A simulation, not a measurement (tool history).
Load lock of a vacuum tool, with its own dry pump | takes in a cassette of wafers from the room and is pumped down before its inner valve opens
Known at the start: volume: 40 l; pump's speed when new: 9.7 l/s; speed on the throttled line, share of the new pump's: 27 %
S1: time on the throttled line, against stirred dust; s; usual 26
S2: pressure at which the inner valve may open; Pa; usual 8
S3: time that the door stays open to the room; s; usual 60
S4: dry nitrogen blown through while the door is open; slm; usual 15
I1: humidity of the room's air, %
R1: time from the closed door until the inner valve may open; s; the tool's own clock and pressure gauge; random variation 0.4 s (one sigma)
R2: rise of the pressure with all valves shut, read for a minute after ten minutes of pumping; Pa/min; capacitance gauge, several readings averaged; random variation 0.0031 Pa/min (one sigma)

run	day	S1	S2	S3	S4	I1	R1	R2
1	0	26	8	60	15	45.6	60.4	0.113
2	11.904	41	8	60	15	43.4	70.9	0.113
3	23.5	41	8	60	15	46.8	71	0.127
4	36.121	41	8	60	15	44	70.6	0.124
5	47.167	26	8	60	15	43	60.6	0.128
6	61.188	26	8	60	15	45	59.6	0.14
7	72.912	26	9	60	15	41.4	59.9	0.141
8	85.708	26	8	86	15	47.2	60.3	0.16
9	91.738	26	8	60	15	47	61.1	0.147
10	105.529	26	8	60	31	45.9	60.9	0.137
11	119.683	26	8	60	31	45.4	61.2	0.143
12	127.817	26	8	222	15	46.1	60.8	0.208
13	141.704	28	8	31	21	47.9	62.9	0.15
14	147.933	29	8	60	15	44.5	63.6	0.169
15	155.983	29	8	60	15	43.6	63.5	0.166
16	161.746	45	8	105	15	43	74	0.192
17	169.383	45	16	104	8	44.4	71.9	0.204
18	179.625	45	9	133	13	43.2	74.1	0.203
19	191.562	48	9	30	13	47.4	76.1	0.174
20	205.533	30	8	60	15	45.3	65.5	0.193
21	216.15	30	11	60	26	44.8	63.2	0.186
22	222.208	33	14	87	18	46.3	64.6	0.216

The same runs without the tool's hidden state, with the same run-to-run variation:
The hidden state here: pump's speed, % of a new pump's; leak at the door's seal, Pa l/s; drift of the gauge itself on ready_s, %; drift of the gauge itself on rise_pa_min, %.
run	R1	R2
1	58.6	0.054
2	69.1	0.05
3	69.1	0.061
4	68.6	0.053
5	58.3	0.053
6	57.2	0.061
7	57.3	0.057
8	57.6	0.071
9	58.3	0.055
10	57.9	0.042
11	58.1	0.042
12	57.7	0.103
13	59.7	0.039
14	60.3	0.057
15	60.1	0.051
16	71.2	0.075
17	69.3	0.084
18	71.1	0.077
19	73.1	0.044
20	61.6	0.055
21	59.5	0.046
22	61.1	0.071

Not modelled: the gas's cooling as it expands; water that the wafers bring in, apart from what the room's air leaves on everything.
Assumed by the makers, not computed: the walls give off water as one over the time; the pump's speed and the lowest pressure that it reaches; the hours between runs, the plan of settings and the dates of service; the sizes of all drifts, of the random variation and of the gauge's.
